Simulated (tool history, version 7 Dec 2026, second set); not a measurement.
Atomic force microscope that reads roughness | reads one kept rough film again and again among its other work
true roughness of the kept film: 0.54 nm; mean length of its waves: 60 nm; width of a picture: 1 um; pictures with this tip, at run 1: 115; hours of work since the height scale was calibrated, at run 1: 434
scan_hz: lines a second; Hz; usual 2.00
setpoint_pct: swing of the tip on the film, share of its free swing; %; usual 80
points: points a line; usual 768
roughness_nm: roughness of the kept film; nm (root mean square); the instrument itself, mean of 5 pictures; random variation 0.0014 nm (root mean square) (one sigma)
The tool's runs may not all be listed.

| run | hour | scan_hz | setpoint_pct | points | pictures with this tip | hours of work since the height scale was calibrated | roughness_nm |
|---|---|---|---|---|---|---|---|
| 1 | 0.0 | 2.00 | 80 | 768 | 115 | 434 | 0.480 |
| 2 | 15.3 | 2.00 | 80 | 768 | 139 | 440 | 0.479 |
| 3 | 29.4 | 2.00 | 80 | 768 | 161 | 447 | 0.478 |
| 4 | 57.4 | 2.00 | 80 | 768 | 204 | 459 | 0.477 |
| 5 | 80.1 | 2.00 | 80 | 768 | 239 | 469 | 0.477 |
|  | 109.5 | new tip fitted |
| 6 | 110.3 | 2.00 | 80 | 768 | 2 | 483 | 0.480 |
| 7 | 144.9 | 2.00 | 80 | 293 | 56 | 498 | 0.479 |
| 8 | 180.0 | 2.00 | 80 | 768 | 110 | 514 | 0.480 |
| 9 | 204.3 | 2.00 | 65 | 768 | 148 | 525 | 0.508 |
| 10 | 234.4 | 2.00 | 80 | 768 | 195 | 538 | 0.478 |
| 11 | 251.6 | 1.02 | 80 | 768 | 222 | 546 | 0.503 |
| 12 | 268.4 | 1.02 | 80 | 768 | 248 | 553 | 0.499 |
|  | 291.7 | new tip fitted |
| 13 | 299.3 | 2.00 | 80 | 308 | 12 | 567 | 0.483 |
| 14 | 326.3 | 2.00 | 80 | 308 | 54 | 579 | 0.483 |
| 15 | 358.6 | 2.00 | 80 | 587 | 104 | 593 | 0.480 |
| 16 | 375.8 | 2.00 | 80 | 587 | 131 | 601 | 0.481 |
| 17 | 394.3 | 2.00 | 80 | 768 | 160 | 609 | 0.480 |
| 18 | 422.4 | 2.00 | 80 | 768 | 204 | 622 | 0.477 |
| 19 | 451.5 | 2.00 | 80 | 768 | 249 | 635 | 0.478 |
|  | 473.2 | new tip fitted |
| 20 | 473.5 | 2.00 | 80 | 768 | 0 | 644 | 0.484 |
| 21 | 491.7 | 2.00 | 80 | 768 | 29 | 652 | 0.484 |
| 22 | 507.1 | 2.00 | 80 | 267 | 53 | 659 | 0.479 |
| 23 | 524.9 | 2.00 | 80 | 768 | 81 | 667 | 0.481 |
| 24 | 555.5 | 2.00 | 80 | 768 | 128 | 681 | 0.480 |
| 25 | 569.7 | 2.00 | 80 | 768 | 150 | 687 | 0.483 |
| 26 | 584.9 | 2.00 | 80 | 822 | 174 | 694 | 0.479 |
| 27 | 605.7 | 3.37 | 68 | 291 | 206 | 703 | 0.482 |
| 28 | 625.6 | 3.37 | 68 | 291 | 237 | 712 | 0.481 |
| 29 | 641.2 | 2.67 | 83 | 495 | 262 | 719 | 0.449 |
|  | 654.8 | new tip fitted |
| 30 | 670.8 | 2.00 | 60 | 802 | 25 | 732 | 0.517 |
| 31 | 701.2 | 0.66 | 80 | 396 | 72 | 746 | 0.517 |
| 32 | 727.4 | 2.89 | 79 | 803 | 113 | 757 | 0.461 |
| 33 | 754.2 | 2.00 | 75 | 712 | 155 | 769 | 0.490 |
| 34 | 775.6 | 2.00 | 57 | 303 | 188 | 779 | 0.518 |
| 35 | 804.5 | 2.00 | 57 | 303 | 233 | 792 | 0.516 |
| 36 | 826.4 | 0.75 | 57 | 303 | 267 | 802 | 0.521 |
|  | 836.6 | new tip fitted |
| 37 | 851.4 | 0.75 | 57 | 303 | 23 | 813 | 0.532 |
| 38 | 885.9 | 3.65 | 76 | 747 | 77 | 828 | 0.460 |
| 39 | 910.0 | 0.52 | 59 | 334 | 115 | 839 | 0.532 |
| 40 | 929.0 | 0.52 | 59 | 334 | 144 | 847 | 0.529 |
| 41 | 962.6 | 3.37 | 90 | 402 | 196 | 862 | 0.411 |
| 42 | 986.6 | 2.00 | 80 | 623 | 234 | 873 | 0.478 |
| 43 | 1012.7 | 0.74 | 62 | 639 | 274 | 885 | 0.523 |
|  | 1020.1 | new tip fitted |
| 44 | 1039.3 | 0.96 | 76 | 539 | 30 | 896 | 0.517 |
| 45 | 1059.6 | 1.90 | 76 | 396 | 62 | 905 | 0.494 |
| 46 | 1092.6 | 2.44 | 80 | 327 | 113 | 920 | 0.470 |
| 47 | 1116.8 | 0.53 | 75 | 440 | 151 | 931 | 0.524 |
| 48 | 1144.9 | 2.00 | 84 | 582 | 194 | 943 | 0.469 |
| 49 | 1171.4 | 2.00 | 72 | 768 | 236 | 955 | 0.496 |
| 50 | 1198.6 | 3.06 | 80 | 360 | 278 | 967 | 0.451 |
|  | 1202.2 | new tip fitted |
| 51 | 1220.7 | 3.06 | 56 | 360 | 29 | 977 | 0.517 |
| 52 | 1256.0 | 2.00 | 65 | 937 | 84 | 993 | 0.512 |

Forecast each of these 3 alternatives for the next run:
| A | 1290.3 | 3.13 | 80 | 768 | 137 | 1008 | ? |
| B | 1290.3 | 2.00 | 80 | 387 | 137 | 1008 | ? |
| C | 1290.3 | 0.65 | 72 | 268 | 137 | 1008 | ? |

| run | roughness_nm |
|---|---|
| A | 0.455 |
| B | 0.482 |
| C | 0.521 |
Without the tool's hidden state the same runs would have given:
| run | roughness_nm |
|---|---|
| A | 0.456 |
| B | 0.483 |
| C | 0.522 |
